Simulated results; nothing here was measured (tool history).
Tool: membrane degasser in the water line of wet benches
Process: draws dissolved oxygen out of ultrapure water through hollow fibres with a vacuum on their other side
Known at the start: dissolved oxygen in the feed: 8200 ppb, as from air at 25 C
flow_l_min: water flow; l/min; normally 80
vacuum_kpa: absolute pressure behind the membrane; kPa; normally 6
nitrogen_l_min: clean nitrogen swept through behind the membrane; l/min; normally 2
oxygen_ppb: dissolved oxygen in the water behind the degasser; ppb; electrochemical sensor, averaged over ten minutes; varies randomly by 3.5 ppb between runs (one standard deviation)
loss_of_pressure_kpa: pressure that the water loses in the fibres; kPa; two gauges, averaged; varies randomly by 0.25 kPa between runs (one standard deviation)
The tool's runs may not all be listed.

run 1 hour=0 | flow_l_min=80 vacuum_kpa=6 nitrogen_l_min=2 | oxygen_ppb=361.9 loss_of_pressure_kpa=69.73
run 2 hour=32.7 | flow_l_min=87 vacuum_kpa=6 nitrogen_l_min=2 | oxygen_ppb=394.9 loss_of_pressure_kpa=75.46
run 3 hour=91.1 | flow_l_min=80 vacuum_kpa=6 nitrogen_l_min=2 | oxygen_ppb=362 loss_of_pressure_kpa=69.31
run 4 hour=119.3 | flow_l_min=80 vacuum_kpa=6 nitrogen_l_min=2 | oxygen_ppb=364.5 loss_of_pressure_kpa=69.33
run 5 hour=176 | flow_l_min=80 vacuum_kpa=7.41 nitrogen_l_min=2 | oxygen_ppb=470.1 loss_of_pressure_kpa=69.72
run 6 hour=232.4 | flow_l_min=80 vacuum_kpa=6 nitrogen_l_min=3.64 | oxygen_ppb=279 loss_of_pressure_kpa=69.53
run 7 hour=278.3 | flow_l_min=72 vacuum_kpa=6 nitrogen_l_min=2 | oxygen_ppb=329.3 loss_of_pressure_kpa=62.61
run 8 hour=314 | flow_l_min=80 vacuum_kpa=6 nitrogen_l_min=2 | oxygen_ppb=358.2 loss_of_pressure_kpa=69.35
run 9 hour=348.8 | flow_l_min=80 vacuum_kpa=6 nitrogen_l_min=2 | oxygen_ppb=364 loss_of_pressure_kpa=69.78
run 10 hour=399.8 | flow_l_min=80 vacuum_kpa=6 nitrogen_l_min=2 | oxygen_ppb=365.5 loss_of_pressure_kpa=69.36
run 11 hour=432.3 | flow_l_min=80 vacuum_kpa=14.71 nitrogen_l_min=2 | oxygen_ppb=956.3 loss_of_pressure_kpa=69.67
run 12 hour=471.3 | flow_l_min=80 vacuum_kpa=6 nitrogen_l_min=1.23 | oxygen_ppb=464.2 loss_of_pressure_kpa=69.5
run 13 hour=523.5 | flow_l_min=80 vacuum_kpa=6 nitrogen_l_min=2 | oxygen_ppb=372.8 loss_of_pressure_kpa=69.89
-- hour=541.3 seals of the vacuum lines changed
run 14 hour=574.6 | flow_l_min=80 vacuum_kpa=6 nitrogen_l_min=2 | oxygen_ppb=376.2 loss_of_pressure_kpa=69.54
run 15 hour=602.3 | flow_l_min=80 vacuum_kpa=6 nitrogen_l_min=2 | oxygen_ppb=366.5 loss_of_pressure_kpa=69.73
run 16 hour=647.6 | flow_l_min=80 vacuum_kpa=5.02 nitrogen_l_min=2 | oxygen_ppb=299.9 loss_of_pressure_kpa=69.92
run 17 hour=685.2 | flow_l_min=80 vacuum_kpa=6 nitrogen_l_min=2 | oxygen_ppb=366.9 loss_of_pressure_kpa=69.93
run 18 hour=722.8 | flow_l_min=80 vacuum_kpa=6 nitrogen_l_min=2 | oxygen_ppb=373.2 loss_of_pressure_kpa=69.48
run 19 hour=778.5 | flow_l_min=64 vacuum_kpa=4.73 nitrogen_l_min=2 | oxygen_ppb=220.2 loss_of_pressure_kpa=55.97
run 20 hour=838 | flow_l_min=124 vacuum_kpa=9.55 nitrogen_l_min=3.81 | oxygen_ppb=644 loss_of_pressure_kpa=108.05
run 21 hour=898.3 | flow_l_min=119 vacuum_kpa=9.55 nitrogen_l_min=3.81 | oxygen_ppb=614.2 loss_of_pressure_kpa=104.26
run 22 hour=934.5 | flow_l_min=96 vacuum_kpa=5.24 nitrogen_l_min=2 | oxygen_ppb=373 loss_of_pressure_kpa=83.56
run 23 hour=994.6 | flow_l_min=96 vacuum_kpa=5.24 nitrogen_l_min=2 | oxygen_ppb=379 loss_of_pressure_kpa=83.34
run 24 hour=1027.5 | flow_l_min=124 vacuum_kpa=12.96 nitrogen_l_min=1.65 | oxygen_ppb=1329.7 loss_of_pressure_kpa=108.74
run 25 hour=1055.7 | flow_l_min=62 vacuum_kpa=6 nitrogen_l_min=2 | oxygen_ppb=291.8 loss_of_pressure_kpa=54.39
run 26 hour=1097.2 | flow_l_min=80 vacuum_kpa=10.8 nitrogen_l_min=2 | oxygen_ppb=704.4 loss_of_pressure_kpa=69.97
run 27 hour=1121.8 | flow_l_min=80 vacuum_kpa=10.8 nitrogen_l_min=2 | oxygen_ppb=713.3 loss_of_pressure_kpa=70.14
run 28 hour=1175.3 | flow_l_min=63 vacuum_kpa=6 nitrogen_l_min=4.99 | oxygen_ppb=197.4 loss_of_pressure_kpa=54.72
run 29 hour=1209 | flow_l_min=63 vacuum_kpa=6 nitrogen_l_min=4.99 | oxygen_ppb=196.3 loss_of_pressure_kpa=55.16
run 30 hour=1244.5 | flow_l_min=63 vacuum_kpa=6 nitrogen_l_min=4.99 | oxygen_ppb=195.8 loss_of_pressure_kpa=55.22
run 31 hour=1270.6 | flow_l_min=55 vacuum_kpa=9.21 nitrogen_l_min=4.69 | oxygen_ppb=257.2 loss_of_pressure_kpa=48.39
run 32 hour=1299.4 | flow_l_min=55 vacuum_kpa=9.21 nitrogen_l_min=4.69 | oxygen_ppb=255.3 loss_of_pressure_kpa=47.96
run 33 hour=1341.2 | flow_l_min=55 vacuum_kpa=9.21 nitrogen_l_min=4.69 | oxygen_ppb=257.3 loss_of_pressure_kpa=48.16

Branching from run 33: 3 alternative next runs. What would each branch give?
run A hour=1384.7 | flow_l_min=71 vacuum_kpa=6.97 nitrogen_l_min=3.11 | oxygen_ppb=? loss_of_pressure_kpa=?
run B hour=1384.7 | flow_l_min=54 vacuum_kpa=6 nitrogen_l_min=2 | oxygen_ppb=? loss_of_pressure_kpa=?
run C hour=1384.7 | flow_l_min=55 vacuum_kpa=13.31 nitrogen_l_min=4.69 | oxygen_ppb=? loss_of_pressure_kpa=?

run=A oxygen_ppb=323.1 loss_of_pressure_kpa=62.05
run=B oxygen_ppb=254 loss_of_pressure_kpa=47.66
run=C oxygen_ppb=358.6 loss_of_pressure_kpa=48.39
With no hidden state in the tool, these same runs would have given:
run=A oxygen_ppb=303.6 loss_of_pressure_kpa=60.87
run=B oxygen_ppb=235.8 loss_of_pressure_kpa=46.75
run=C oxygen_ppb=346 loss_of_pressure_kpa=47.47
